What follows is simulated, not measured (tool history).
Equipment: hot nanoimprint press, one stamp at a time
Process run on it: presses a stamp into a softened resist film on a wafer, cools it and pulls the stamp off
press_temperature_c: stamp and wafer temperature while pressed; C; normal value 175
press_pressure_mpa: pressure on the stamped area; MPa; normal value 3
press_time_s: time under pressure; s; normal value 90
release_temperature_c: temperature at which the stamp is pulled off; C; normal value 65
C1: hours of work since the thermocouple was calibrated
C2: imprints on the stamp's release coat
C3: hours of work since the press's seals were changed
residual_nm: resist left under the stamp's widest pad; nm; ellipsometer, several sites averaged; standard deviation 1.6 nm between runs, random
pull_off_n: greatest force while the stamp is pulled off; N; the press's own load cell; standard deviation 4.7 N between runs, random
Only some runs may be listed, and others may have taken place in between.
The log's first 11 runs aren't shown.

run 12 hour=128.1 | press_temperature_c=175 press_pressure_mpa=3 press_time_s=90 release_temperature_c=65 | C1=486 C2=674 C3=72 | residual_nm=266.5 pull_off_n=294
run 13 hour=138.9 | press_temperature_c=175 press_pressure_mpa=3 press_time_s=90 release_temperature_c=65 | C1=491 C2=690 C3=77 | residual_nm=263.9 pull_off_n=290
run 14 hour=150.8 | press_temperature_c=175 press_pressure_mpa=3 press_time_s=90 release_temperature_c=65 | C1=497 C2=707 C3=82 | residual_nm=261.4 pull_off_n=285
run 15 hour=158.4 | press_temperature_c=175 press_pressure_mpa=3 press_time_s=90 release_temperature_c=65 | C1=500 C2=718 C3=86 | residual_nm=260.1 pull_off_n=297
run 16 hour=170.9 | press_temperature_c=175 press_pressure_mpa=3 press_time_s=90 release_temperature_c=65 | C1=506 C2=736 C3=92 | residual_nm=262.1 pull_off_n=291
run 17 hour=178.1 | press_temperature_c=175 press_pressure_mpa=3 press_time_s=90 release_temperature_c=65 | C1=509 C2=747 C3=95 | residual_nm=262.2 pull_off_n=298
run 18 hour=188.2 | press_temperature_c=165 press_pressure_mpa=2.82 press_time_s=90 release_temperature_c=57 | C1=514 C2=761 C3=99 | residual_nm=349.5 pull_off_n=314
-- hour=192.1 plate thermocouple calibrated
run 19 hour=202.9 | press_temperature_c=165 press_pressure_mpa=2.82 press_time_s=90 release_temperature_c=57 | C1=5 C2=778 C3=105 | residual_nm=336.3 pull_off_n=311
run 20 hour=209.7 | press_temperature_c=175 press_pressure_mpa=3 press_time_s=71 release_temperature_c=65 | C1=8 C2=788 C3=108 | residual_nm=271.6 pull_off_n=307
run 21 hour=225 | press_temperature_c=185 press_pressure_mpa=3 press_time_s=164 release_temperature_c=66 | C1=15 C2=810 C3=115 | residual_nm=155.4 pull_off_n=305
run 22 hour=233.9 | press_temperature_c=182 press_pressure_mpa=2.34 press_time_s=123 release_temperature_c=64 | C1=19 C2=823 C3=119 | residual_nm=214.5 pull_off_n=302
run 23 hour=248 | press_temperature_c=180 press_pressure_mpa=4.44 press_time_s=138 release_temperature_c=65 | C1=26 C2=843 C3=125 | residual_nm=151.6 pull_off_n=300
run 24 hour=264.2 | press_temperature_c=172 press_pressure_mpa=2.46 press_time_s=131 release_temperature_c=70 | C1=33 C2=867 C3=133 | residual_nm=261.8 pull_off_n=297
run 25 hour=275.6 | press_temperature_c=164 press_pressure_mpa=4.28 press_time_s=149 release_temperature_c=65 | C1=38 C2=883 C3=138 | residual_nm=227.7 pull_off_n=295
run 26 hour=288.1 | press_temperature_c=167 press_pressure_mpa=3 press_time_s=90 release_temperature_c=64 | C1=44 C2=901 C3=144 | residual_nm=308.5 pull_off_n=306
run 27 hour=303.7 | press_temperature_c=186 press_pressure_mpa=2.93 press_time_s=86 release_temperature_c=61 | C1=51 C2=924 C3=151 | residual_nm=199.5 pull_off_n=318
run 28 hour=315.9 | press_temperature_c=165 press_pressure_mpa=3 press_time_s=85 release_temperature_c=65 | C1=57 C2=941 C3=156 | residual_nm=332 pull_off_n=314
run 29 hour=326.5 | press_temperature_c=165 press_pressure_mpa=1.94 press_time_s=70 release_temperature_c=66 | C1=61 C2=957 C3=161 | residual_nm=427.9 pull_off_n=314
run 30 hour=342.4 | press_temperature_c=173 press_pressure_mpa=2.05 press_time_s=57 release_temperature_c=64 | C1=69 C2=980 C3=169 | residual_nm=379.1 pull_off_n=317
run 31 hour=350.5 | press_temperature_c=173 press_pressure_mpa=2.05 press_time_s=57 release_temperature_c=64 | C1=72 C2=991 C3=172 | residual_nm=372.4 pull_off_n=320

Consider 3 possible next runs. They are alternatives, not a sequence: every one starts from the tool as it was left by run 31. What does each give?
run A hour=359.8 | press_temperature_c=176 press_pressure_mpa=3 press_time_s=90 release_temperature_c=54 | C1=77 C2=1005 C3=176 | residual_nm=? pull_off_n=?
run B hour=359.8 | press_temperature_c=170 press_pressure_mpa=2.05 press_time_s=92 release_temperature_c=64 | C1=77 C2=1005 C3=176 | residual_nm=? pull_off_n=?
run C hour=359.8 | press_temperature_c=175 press_pressure_mpa=2.29 press_time_s=117 release_temperature_c=53 | C1=77 C2=1005 C3=176 | residual_nm=? pull_off_n=?

run=A residual_nm=244.7 pull_off_n=351
run=B residual_nm=341.8 pull_off_n=323
run=C residual_nm=264.4 pull_off_n=341
Take away the tool's hidden state, keep each run's random variation, and the runs would have read:
run=A residual_nm=240.4 pull_off_n=255
run=B residual_nm=337 pull_off_n=235
run=C residual_nm=260.3 pull_off_n=248
